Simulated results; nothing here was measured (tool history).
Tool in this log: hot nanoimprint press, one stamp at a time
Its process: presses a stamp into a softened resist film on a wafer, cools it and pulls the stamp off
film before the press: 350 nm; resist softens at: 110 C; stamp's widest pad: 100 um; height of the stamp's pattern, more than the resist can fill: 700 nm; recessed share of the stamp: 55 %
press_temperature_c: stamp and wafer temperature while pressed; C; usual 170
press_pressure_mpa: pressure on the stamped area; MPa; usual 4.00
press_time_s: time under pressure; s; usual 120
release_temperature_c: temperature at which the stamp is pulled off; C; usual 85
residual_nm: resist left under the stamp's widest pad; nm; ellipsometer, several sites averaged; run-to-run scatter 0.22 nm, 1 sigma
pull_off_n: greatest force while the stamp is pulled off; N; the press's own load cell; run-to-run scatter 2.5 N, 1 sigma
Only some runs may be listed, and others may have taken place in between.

{"run": 1, "day": 0.0, "press_temperature_c": 170, "press_pressure_mpa": 4.0, "press_time_s": 120, "release_temperature_c": 85, "residual_nm": 123.6, "pull_off_n": 230}
{"day": 0.5, "done": "stamp cleaned and given a new release coat"}
{"run": 2, "day": 1.283, "press_temperature_c": 170, "press_pressure_mpa": 5.86, "press_time_s": 120, "release_temperature_c": 85, "residual_nm": 98.6, "pull_off_n": 205}
{"run": 3, "day": 2.042, "press_temperature_c": 170, "press_pressure_mpa": 5.86, "press_time_s": 120, "release_temperature_c": 85, "residual_nm": 98.8, "pull_off_n": 211}
{"day": 2.871, "done": "plate thermocouple calibrated"}
{"run": 4, "day": 3.229, "press_temperature_c": 170, "press_pressure_mpa": 5.86, "press_time_s": 120, "release_temperature_c": 85, "residual_nm": 101.0, "pull_off_n": 215}
{"run": 5, "day": 4.433, "press_temperature_c": 170, "press_pressure_mpa": 5.86, "press_time_s": 120, "release_temperature_c": 85, "residual_nm": 100.6, "pull_off_n": 227}
{"run": 6, "day": 5.638, "press_temperature_c": 170, "press_pressure_mpa": 4.0, "press_time_s": 120, "release_temperature_c": 85, "residual_nm": 125.6, "pull_off_n": 238}
{"day": 6.271, "done": "stamp cleaned and given a new release coat"}
{"run": 7, "day": 7.112, "press_temperature_c": 170, "press_pressure_mpa": 4.0, "press_time_s": 120, "release_temperature_c": 85, "residual_nm": 125.7, "pull_off_n": 211}
{"run": 8, "day": 8.162, "press_temperature_c": 170, "press_pressure_mpa": 4.0, "press_time_s": 120, "release_temperature_c": 85, "residual_nm": 125.4, "pull_off_n": 213}
{"run": 9, "day": 9.275, "press_temperature_c": 170, "press_pressure_mpa": 4.0, "press_time_s": 120, "release_temperature_c": 85, "residual_nm": 125.1, "pull_off_n": 219}
{"run": 10, "day": 10.279, "press_temperature_c": 170, "press_pressure_mpa": 4.0, "press_time_s": 73, "release_temperature_c": 85, "residual_nm": 148.2, "pull_off_n": 227}
{"run": 11, "day": 11.517, "press_temperature_c": 170, "press_pressure_mpa": 4.0, "press_time_s": 73, "release_temperature_c": 85, "residual_nm": 147.8, "pull_off_n": 235}
{"day": 11.888, "done": "stamp cleaned and given a new release coat"}
{"run": 12, "day": 12.975, "press_temperature_c": 170, "press_pressure_mpa": 4.0, "press_time_s": 73, "release_temperature_c": 85, "residual_nm": 147.8, "pull_off_n": 210}
{"run": 13, "day": 14.062, "press_temperature_c": 170, "press_pressure_mpa": 4.0, "press_time_s": 77, "release_temperature_c": 85, "residual_nm": 145.1, "pull_off_n": 218}
{"run": 14, "day": 14.746, "press_temperature_c": 170, "press_pressure_mpa": 4.0, "press_time_s": 77, "release_temperature_c": 85, "residual_nm": 144.6, "pull_off_n": 219}
{"run": 15, "day": 16.192, "press_temperature_c": 170, "press_pressure_mpa": 4.0, "press_time_s": 77, "release_temperature_c": 85, "residual_nm": 144.6, "pull_off_n": 226}
{"day": 17.575, "done": "stamp cleaned and given a new release coat"}
{"run": 16, "day": 17.908, "press_temperature_c": 170, "press_pressure_mpa": 4.0, "press_time_s": 120, "release_temperature_c": 77, "residual_nm": 123.6, "pull_off_n": 227}
{"run": 17, "day": 19.062, "press_temperature_c": 170, "press_pressure_mpa": 4.0, "press_time_s": 120, "release_temperature_c": 77, "residual_nm": 123.3, "pull_off_n": 237}
{"day": 20.079, "done": "plate thermocouple calibrated"}
{"run": 18, "day": 20.079, "press_temperature_c": 170, "press_pressure_mpa": 2.77, "press_time_s": 120, "release_temperature_c": 78, "residual_nm": 157.7, "pull_off_n": 244}
{"run": 19, "day": 21.458, "press_temperature_c": 170, "press_pressure_mpa": 2.77, "press_time_s": 120, "release_temperature_c": 78, "residual_nm": 157.3, "pull_off_n": 246}
{"run": 20, "day": 22.838, "press_temperature_c": 170, "press_pressure_mpa": 2.77, "press_time_s": 120, "release_temperature_c": 78, "residual_nm": 157.1, "pull_off_n": 258}
{"day": 23.325, "done": "stamp cleaned and given a new release coat"}
{"run": 21, "day": 23.854, "press_temperature_c": 170, "press_pressure_mpa": 2.77, "press_time_s": 172, "release_temperature_c": 78, "residual_nm": 139.0, "pull_off_n": 227}
{"run": 22, "day": 24.538, "press_temperature_c": 166, "press_pressure_mpa": 2.77, "press_time_s": 172, "release_temperature_c": 84, "residual_nm": 164.4, "pull_off_n": 214}
{"run": 23, "day": 25.612, "press_temperature_c": 170, "press_pressure_mpa": 3.32, "press_time_s": 120, "release_temperature_c": 80, "residual_nm": 141.2, "pull_off_n": 237}
{"run": 24, "day": 26.896, "press_temperature_c": 159, "press_pressure_mpa": 5.72, "press_time_s": 156, "release_temperature_c": 90, "residual_nm": 158.2, "pull_off_n": 210}
{"run": 25, "day": 27.6, "press_temperature_c": 163, "press_pressure_mpa": 4.0, "press_time_s": 82, "release_temperature_c": 85, "residual_nm": 194.0, "pull_off_n": 225}
{"day": 29.004, "done": "stamp cleaned and given a new release coat"}
{"run": 26, "day": 29.233, "press_temperature_c": 177, "press_pressure_mpa": 4.0, "press_time_s": 90, "release_temperature_c": 85, "residual_nm": 105.1, "pull_off_n": 203}
{"run": 27, "day": 30.004, "press_temperature_c": 177, "press_pressure_mpa": 4.0, "press_time_s": 90, "release_temperature_c": 85, "residual_nm": 105.0, "pull_off_n": 207}
{"run": 28, "day": 30.758, "press_temperature_c": 180, "press_pressure_mpa": 4.0, "press_time_s": 120, "release_temperature_c": 85, "residual_nm": 83.8, "pull_off_n": 214}
{"run": 29, "day": 31.962, "press_temperature_c": 180, "press_pressure_mpa": 4.0, "press_time_s": 120, "release_temperature_c": 85, "residual_nm": 83.9, "pull_off_n": 219}

Below are 4 alternative next runs, each starting from the tool's condition after run 29. Predict each:
{"run": "A", "day": 32.804, "press_temperature_c": 180, "press_pressure_mpa": 3.65, "press_time_s": 227, "release_temperature_c": 93, "residual_nm": "?", "pull_off_n": "?"}
{"run": "B", "day": 32.804, "press_temperature_c": 170, "press_pressure_mpa": 2.67, "press_time_s": 120, "release_temperature_c": 85, "residual_nm": "?", "pull_off_n": "?"}
{"run": "C", "day": 32.804, "press_temperature_c": 175, "press_pressure_mpa": 3.37, "press_time_s": 120, "release_temperature_c": 86, "residual_nm": "?", "pull_off_n": "?"}
{"run": "D", "day": 32.804, "press_temperature_c": 164, "press_pressure_mpa": 4.06, "press_time_s": 120, "release_temperature_c": 74, "residual_nm": "?", "pull_off_n": "?"}

run=A residual_nm=69.8 pull_off_n=199
run=B residual_nm=157.3 pull_off_n=221
run=C residual_nm=113.2 pull_off_n=220
run=D residual_nm=162.2 pull_off_n=267
What these runs would have given with no unlogged condition in the tool:
run=A residual_nm=69.6 pull_off_n=180
run=B residual_nm=158.6 pull_off_n=200
run=C residual_nm=113.4 pull_off_n=199
run=D residual_nm=162.3 pull_off_n=241

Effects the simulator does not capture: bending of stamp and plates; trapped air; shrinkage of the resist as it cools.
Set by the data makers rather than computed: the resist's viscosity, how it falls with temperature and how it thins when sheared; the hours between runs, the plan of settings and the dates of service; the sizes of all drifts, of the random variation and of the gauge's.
